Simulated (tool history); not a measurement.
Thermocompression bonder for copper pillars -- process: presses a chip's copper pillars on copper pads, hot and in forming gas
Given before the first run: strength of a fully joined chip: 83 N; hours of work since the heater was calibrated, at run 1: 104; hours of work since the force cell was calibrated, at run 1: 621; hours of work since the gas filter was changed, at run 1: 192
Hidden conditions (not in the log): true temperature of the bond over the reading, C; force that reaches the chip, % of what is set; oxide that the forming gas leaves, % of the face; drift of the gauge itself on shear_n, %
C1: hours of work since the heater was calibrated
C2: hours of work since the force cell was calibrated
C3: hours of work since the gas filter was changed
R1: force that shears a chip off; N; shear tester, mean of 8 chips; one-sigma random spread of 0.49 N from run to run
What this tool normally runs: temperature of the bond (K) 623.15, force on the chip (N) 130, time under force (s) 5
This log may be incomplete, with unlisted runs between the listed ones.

run 1 day=0.000 | temperature_of_the_bond_(K)=623.15 force_on_the_chip_(N)=130 time_under_force_(s)=5 | C1=104 C2=621 C3=192 | R1=34.8
run 2 day=0.258 | temperature_of_the_bond_(K)=623.15 force_on_the_chip_(N)=130 time_under_force_(s)=5 | C1=108 C2=625 C3=196 | R1=35.2
run 3 day=0.504 | temperature_of_the_bond_(K)=623.15 force_on_the_chip_(N)=130 time_under_force_(s)=3 | C1=111 C2=628 C3=200 | R1=28.1
run 4 day=0.667 | temperature_of_the_bond_(K)=623.15 force_on_the_chip_(N)=130 time_under_force_(s)=9 | C1=114 C2=631 C3=202 | R1=41.6
run 5 day=1.054 | temperature_of_the_bond_(K)=644.15 force_on_the_chip_(N)=130 time_under_force_(s)=5 | C1=120 C2=637 C3=208 | R1=39.9
-- day=1.242 forming gas filter changed
run 6 day=1.417 | temperature_of_the_bond_(K)=623.15 force_on_the_chip_(N)=130 time_under_force_(s)=5 | C1=125 C2=642 C3=3 | R1=36.3
run 7 day=1.654 | temperature_of_the_bond_(K)=623.15 force_on_the_chip_(N)=130 time_under_force_(s)=5 | C1=128 C2=646 C3=6 | R1=35.4
run 8 day=1.854 | temperature_of_the_bond_(K)=623.15 force_on_the_chip_(N)=130 time_under_force_(s)=5 | C1=132 C2=649 C3=9 | R1=36.2
run 9 day=2.150 | temperature_of_the_bond_(K)=623.15 force_on_the_chip_(N)=130 time_under_force_(s)=5 | C1=136 C2=653 C3=14 | R1=36.2
run 10 day=2.462 | temperature_of_the_bond_(K)=613.15 force_on_the_chip_(N)=130 time_under_force_(s)=5 | C1=141 C2=658 C3=19 | R1=33.0
-- day=2.571 heater calibrated with a thermocouple chip
run 11 day=2.771 | temperature_of_the_bond_(K)=613.15 force_on_the_chip_(N)=130 time_under_force_(s)=5 | C1=3 C2=661 C3=22 | R1=33.1
run 12 day=2.988 | temperature_of_the_bond_(K)=613.15 force_on_the_chip_(N)=130 time_under_force_(s)=5 | C1=6 C2=665 C3=25 | R1=33.1
run 13 day=3.175 | temperature_of_the_bond_(K)=623.15 force_on_the_chip_(N)=105 time_under_force_(s)=5 | C1=9 C2=667 C3=28 | R1=29.5
run 14 day=3.567 | temperature_of_the_bond_(K)=623.15 force_on_the_chip_(N)=105 time_under_force_(s)=5 | C1=15 C2=673 C3=34 | R1=29.6
-- day=3.921 heater calibrated with a thermocouple chip, once more
run 15 day=4.042 | temperature_of_the_bond_(K)=623.15 force_on_the_chip_(N)=105 time_under_force_(s)=5 | C1=2 C2=679 C3=40 | R1=30.3
run 16 day=4.217 | temperature_of_the_bond_(K)=623.15 force_on_the_chip_(N)=130 time_under_force_(s)=5 | C1=4 C2=682 C3=43 | R1=36.8
run 17 day=4.588 | temperature_of_the_bond_(K)=623.15 force_on_the_chip_(N)=179 time_under_force_(s)=5 | C1=10 C2=688 C3=48 | R1=47.2
run 18 day=4.842 | temperature_of_the_bond_(K)=623.15 force_on_the_chip_(N)=179 time_under_force_(s)=5 | C1=14 C2=691 C3=52 | R1=45.3
run 19 day=5.062 | temperature_of_the_bond_(K)=623.15 force_on_the_chip_(N)=139 time_under_force_(s)=4 | C1=17 C2=695 C3=56 | R1=34.8
run 20 day=5.438 | temperature_of_the_bond_(K)=623.15 force_on_the_chip_(N)=139 time_under_force_(s)=3 | C1=23 C2=701 C3=61 | R1=31.3
run 21 day=5.808 | temperature_of_the_bond_(K)=631.15 force_on_the_chip_(N)=187 time_under_force_(s)=3 | C1=29 C2=706 C3=67 | R1=43.9
run 22 day=6.021 | temperature_of_the_bond_(K)=623.15 force_on_the_chip_(N)=153 time_under_force_(s)=3 | C1=32 C2=709 C3=70 | R1=33.5
run 23 day=6.396 | temperature_of_the_bond_(K)=608.15 force_on_the_chip_(N)=130 time_under_force_(s)=5 | C1=38 C2=715 C3=76 | R1=30.7
run 24 day=6.683 | temperature_of_the_bond_(K)=608.15 force_on_the_chip_(N)=130 time_under_force_(s)=5 | C1=42 C2=719 C3=80 | R1=31.9
run 25 day=7.029 | temperature_of_the_bond_(K)=608.15 force_on_the_chip_(N)=130 time_under_force_(s)=5 | C1=47 C2=725 C3=85 | R1=31.8
run 26 day=7.308 | temperature_of_the_bond_(K)=623.15 force_on_the_chip_(N)=130 time_under_force_(s)=6 | C1=51 C2=729 C3=90 | R1=38.7
run 27 day=7.529 | temperature_of_the_bond_(K)=620.15 force_on_the_chip_(N)=90 time_under_force_(s)=12 | C1=55 C2=732 C3=93 | R1=35.8
run 28 day=7.817 | temperature_of_the_bond_(K)=623.15 force_on_the_chip_(N)=100 time_under_force_(s)=5 | C1=59 C2=737 C3=97 | R1=28.2
run 29 day=8.150 | temperature_of_the_bond_(K)=623.15 force_on_the_chip_(N)=100 time_under_force_(s)=5 | C1=64 C2=742 C3=103 | R1=28.3
run 30 day=8.329 | temperature_of_the_bond_(K)=623.15 force_on_the_chip_(N)=100 time_under_force_(s)=5 | C1=67 C2=744 C3=105 | R1=29.2
run 31 day=8.604 | temperature_of_the_bond_(K)=646.15 force_on_the_chip_(N)=167 time_under_force_(s)=9 | C1=71 C2=749 C3=109 | R1=59.8
run 32 day=8.962 | temperature_of_the_bond_(K)=646.15 force_on_the_chip_(N)=167 time_under_force_(s)=9 | C1=77 C2=754 C3=115 | R1=61.3
run 33 day=9.208 | temperature_of_the_bond_(K)=634.15 force_on_the_chip_(N)=123 time_under_force_(s)=3 | C1=80 C2=758 C3=119 | R1=30.5
run 34 day=9.604 | temperature_of_the_bond_(K)=634.15 force_on_the_chip_(N)=123 time_under_force_(s)=3 | C1=86 C2=764 C3=125 | R1=30.3
run 35 day=9.767 | temperature_of_the_bond_(K)=634.15 force_on_the_chip_(N)=123 time_under_force_(s)=3 | C1=89 C2=766 C3=127 | R1=30.4

Alternative continuations, all from the tool just after run 35; predict every row:
run A day=10.038 | temperature_of_the_bond_(K)=621.15 force_on_the_chip_(N)=148 time_under_force_(s)=3 | C1=93 C2=770 C3=131 | R1=?
run B day=10.038 | temperature_of_the_bond_(K)=624.15 force_on_the_chip_(N)=141 time_under_force_(s)=9 | C1=93 C2=770 C3=131 | R1=?
run C day=10.038 | temperature_of_the_bond_(K)=608.15 force_on_the_chip_(N)=130 time_under_force_(s)=5 | C1=93 C2=770 C3=131 | R1=?

run=A R1=32.2
run=B R1=47.0
run=C R1=30.1
With the hidden condition removed and each run's random variation left untouched, the same runs would have given:
run=A R1=32.2
run=B R1=47.2
run=C R1=30.0
